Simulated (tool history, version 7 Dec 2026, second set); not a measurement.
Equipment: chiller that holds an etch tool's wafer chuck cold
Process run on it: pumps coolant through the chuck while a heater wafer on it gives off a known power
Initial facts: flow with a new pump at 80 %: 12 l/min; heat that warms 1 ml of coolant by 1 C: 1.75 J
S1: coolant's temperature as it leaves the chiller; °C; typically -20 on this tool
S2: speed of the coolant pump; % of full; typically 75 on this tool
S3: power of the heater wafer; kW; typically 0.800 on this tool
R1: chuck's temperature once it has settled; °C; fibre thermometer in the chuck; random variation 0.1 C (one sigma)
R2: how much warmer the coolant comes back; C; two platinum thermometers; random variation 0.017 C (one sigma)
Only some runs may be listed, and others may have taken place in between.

{"run": 1, "hour": 0.0, "S1": -20, "S2": 75, "S3": 0.8, "R1": -10.66, "R2": 2.45}
{"run": 2, "hour": 50.0, "S1": -20, "S2": 75, "S3": 0.8, "R1": -10.64, "R2": 2.45}
{"run": 3, "hour": 84.8, "S1": -20, "S2": 75, "S3": 0.606, "R1": -12.77, "R2": 1.83}
{"run": 4, "hour": 140.0, "S1": -20, "S2": 75, "S3": 0.606, "R1": -12.78, "R2": 1.86}
{"run": 5, "hour": 181.2, "S1": -20, "S2": 75, "S3": 0.606, "R1": -12.75, "R2": 1.86}
{"run": 6, "hour": 223.6, "S1": -20, "S2": 75, "S3": 0.8, "R1": -10.43, "R2": 2.44}
{"run": 7, "hour": 248.0, "S1": -20, "S2": 75, "S3": 0.8, "R1": -10.51, "R2": 2.38}
{"run": 8, "hour": 300.9, "S1": -20, "S2": 75, "S3": 0.8, "R1": -10.5, "R2": 2.44}
{"run": 9, "hour": 345.0, "S1": -20, "S2": 76, "S3": 0.8, "R1": -10.23, "R2": 2.44}
{"run": 10, "hour": 388.1, "S1": -20, "S2": 75, "S3": 0.8, "R1": -10.45, "R2": 2.42}
{"run": 11, "hour": 425.9, "S1": -23, "S2": 75, "S3": 0.8, "R1": -13.47, "R2": 2.47}
{"run": 12, "hour": 458.0, "S1": -23, "S2": 75, "S3": 0.8, "R1": -13.36, "R2": 2.44}
{"run": 13, "hour": 507.4, "S1": -20, "S2": 85, "S3": 0.8, "R1": -11.23, "R2": 2.13}
{"run": 14, "hour": 549.7, "S1": -20, "S2": 85, "S3": 0.8, "R1": -11.15, "R2": 2.16}
{"run": 15, "hour": 588.8, "S1": -20, "S2": 68, "S3": 0.8, "R1": -9.59, "R2": 2.74}
{"run": 16, "hour": 632.1, "S1": -20, "S2": 68, "S3": 0.8, "R1": -9.4, "R2": 2.72}
{"run": 17, "hour": 669.5, "S1": -20, "S2": 83, "S3": 0.504, "R1": -14.06, "R2": 1.37}
{"run": 18, "hour": 722.7, "S1": -12, "S2": 79, "S3": 0.681, "R1": -4.39, "R2": 2.01}
{"run": 19, "hour": 745.1, "S1": -14, "S2": 81, "S3": 0.8, "R1": -5.06, "R2": 2.27}
{"run": 20, "hour": 787.3, "S1": -27, "S2": 64, "S3": 0.91, "R1": -14.63, "R2": 3.3}
{"run": 21, "hour": 839.2, "S1": -27, "S2": 64, "S3": 0.91, "R1": -14.62, "R2": 3.29}
{"run": 22, "hour": 880.2, "S1": -27, "S2": 64, "S3": 0.91, "R1": -14.62, "R2": 3.28}
{"run": 23, "hour": 919.6, "S1": -23, "S2": 96, "S3": 0.925, "R1": -13.85, "R2": 2.19}
{"run": 24, "hour": 967.4, "S1": -14, "S2": 75, "S3": 0.425, "R1": -8.9, "R2": 1.29}
{"run": 25, "hour": 992.5, "S1": -14, "S2": 75, "S3": 0.425, "R1": -8.86, "R2": 1.28}
{"run": 26, "hour": 1028.6, "S1": -14, "S2": 75, "S3": 0.476, "R1": -8.26, "R2": 1.49}
{"run": 27, "hour": 1058.0, "S1": -15, "S2": 98, "S3": 0.454, "R1": -10.62, "R2": 1.08}
{"run": 28, "hour": 1112.0, "S1": -20, "S2": 62, "S3": 0.551, "R1": -12.2, "R2": 2.06}
{"run": 29, "hour": 1137.3, "S1": -19, "S2": 61, "S3": 1.148, "R1": -2.49, "R2": 4.43}
{"run": 30, "hour": 1182.5, "S1": -26, "S2": 63, "S3": 0.546, "R1": -18.23, "R2": 2.02}
{"run": 31, "hour": 1214.7, "S1": -20, "S2": 91, "S3": 0.546, "R1": -14.3, "R2": 1.38}

Missing from the log above: 2 entries noted between runs. For each, name the pair of listed runs it sits between and say how the tool's hidden condition differs from the listed run just before to the listed run just after:
Run 10 -> run 11: chiller's thermometer calibrated (hour 392.6)
  heat passed by the chuck's channels, % of clean ones': 90.9 -> 90.8; flow at a given pump speed, % of a new pump's: 100.2 -> 100.1; coolant's true temperature over the reading, C: 0.1 -> 0.17
  measured value less the no-hidden-state value, R1: +0.82 -> +0.90 °C; R2: -0.01 -> +0.00 C
Run 17 -> run 18: chiller's thermometer calibrated, once more (hour 692.6)
  heat passed by the chuck's channels, % of clean ones': 90.3 -> 90.2; flow at a given pump speed, % of a new pump's: 99.9 -> 99.8; coolant's true temperature over the reading, C: 0.19 -> 0
  measured value less the no-hidden-state value, R1: +0.66 -> +0.67 °C; R2: +0.00 -> +0.00 C

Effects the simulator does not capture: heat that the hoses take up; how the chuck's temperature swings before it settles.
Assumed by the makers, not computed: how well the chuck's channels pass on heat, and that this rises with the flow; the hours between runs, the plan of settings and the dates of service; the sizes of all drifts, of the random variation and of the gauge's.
